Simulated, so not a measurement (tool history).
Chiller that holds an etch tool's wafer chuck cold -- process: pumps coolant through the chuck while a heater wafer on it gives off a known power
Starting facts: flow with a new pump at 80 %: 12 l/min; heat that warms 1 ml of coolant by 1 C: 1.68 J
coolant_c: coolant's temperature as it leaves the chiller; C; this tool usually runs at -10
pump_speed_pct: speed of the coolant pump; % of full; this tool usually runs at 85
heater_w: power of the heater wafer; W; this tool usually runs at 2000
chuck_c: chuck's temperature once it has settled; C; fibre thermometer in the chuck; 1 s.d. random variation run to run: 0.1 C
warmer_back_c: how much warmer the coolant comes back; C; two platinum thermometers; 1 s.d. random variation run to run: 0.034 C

run 1 hour=0.0 | coolant_c=-10 pump_speed_pct=85 heater_w=2000 | chuck_c=2.0 warmer_back_c=5.65
run 2 hour=91.4 | coolant_c=-10 pump_speed_pct=85 heater_w=2000 | chuck_c=1.9 warmer_back_c=5.54
run 3 hour=254.2 | coolant_c=-10 pump_speed_pct=89 heater_w=2000 | chuck_c=1.8 warmer_back_c=5.39
run 4 hour=430.5 | coolant_c=-10 pump_speed_pct=82 heater_w=2000 | chuck_c=2.4 warmer_back_c=5.83
run 5 hour=553.2 | coolant_c=-10 pump_speed_pct=82 heater_w=2000 | chuck_c=2.6 warmer_back_c=5.85
run 6 hour=724.5 | coolant_c=-10 pump_speed_pct=82 heater_w=2000 | chuck_c=2.6 warmer_back_c=5.84
run 7 hour=820.8 | coolant_c=-10 pump_speed_pct=82 heater_w=2000 | chuck_c=2.5 warmer_back_c=5.96
run 8 hour=947.1 | coolant_c=-10 pump_speed_pct=82 heater_w=2000 | chuck_c=2.3 warmer_back_c=5.90
run 9 hour=1060.5 | coolant_c=-19 pump_speed_pct=85 heater_w=2000 | chuck_c=-6.7 warmer_back_c=5.74
run 10 hour=1150.6 | coolant_c=-10 pump_speed_pct=85 heater_w=2000 | chuck_c=2.2 warmer_back_c=5.74
run 11 hour=1276.6 | coolant_c=-10 pump_speed_pct=85 heater_w=2000 | chuck_c=2.2 warmer_back_c=5.81
run 12 hour=1424.9 | coolant_c=-10 pump_speed_pct=85 heater_w=2000 | chuck_c=2.2 warmer_back_c=5.75
run 13 hour=1598.9 | coolant_c=-10 pump_speed_pct=85 heater_w=2000 | chuck_c=2.1 warmer_back_c=5.83
run 14 hour=1769.8 | coolant_c=-12 pump_speed_pct=85 heater_w=2000 | chuck_c=0.1 warmer_back_c=5.80
run 15 hour=1872.7 | coolant_c=-12 pump_speed_pct=85 heater_w=2000 | chuck_c=0.1 warmer_back_c=5.82
-- hour=1906.2 chiller's thermometer calibrated
run 16 hour=2026.2 | coolant_c=-10 pump_speed_pct=95 heater_w=2000 | chuck_c=1.3 warmer_back_c=5.17
run 17 hour=2189.6 | coolant_c=-6 pump_speed_pct=64 heater_w=2116 | chuck_c=10.0 warmer_back_c=8.31
run 18 hour=2307.7 | coolant_c=-6 pump_speed_pct=64 heater_w=2116 | chuck_c=10.1 warmer_back_c=8.28
run 19 hour=2411.6 | coolant_c=-10 pump_speed_pct=64 heater_w=2116 | chuck_c=6.0 warmer_back_c=8.33
run 20 hour=2503.3 | coolant_c=-10 pump_speed_pct=64 heater_w=2116 | chuck_c=6.1 warmer_back_c=8.35
run 21 hour=2581.9 | coolant_c=-10 pump_speed_pct=64 heater_w=2116 | chuck_c=5.9 warmer_back_c=8.29
-- hour=2698.3 gauge calibrated
run 22 hour=2735.5 | coolant_c=-10 pump_speed_pct=64 heater_w=2116 | chuck_c=6.0 warmer_back_c=8.05
run 23 hour=2843.9 | coolant_c=-10 pump_speed_pct=74 heater_w=2000 | chuck_c=3.4 warmer_back_c=6.48
run 24 hour=2973.0 | coolant_c=-10 pump_speed_pct=74 heater_w=2000 | chuck_c=3.3 warmer_back_c=6.43
run 25 hour=3115.9 | coolant_c=-1 pump_speed_pct=85 heater_w=1812 | chuck_c=10.0 warmer_back_c=5.14

The next listed run, before its measurement:
run 26 hour=3298.4 | coolant_c=-1 pump_speed_pct=85 heater_w=1673 | chuck_c=? warmer_back_c=?

chuck_c: 9.3 C
warmer_back_c: 4.70 C
Had the tool carried no hidden state, the very same run would have given chuck_c 9.2 C, warmer_back_c 4.62 C.
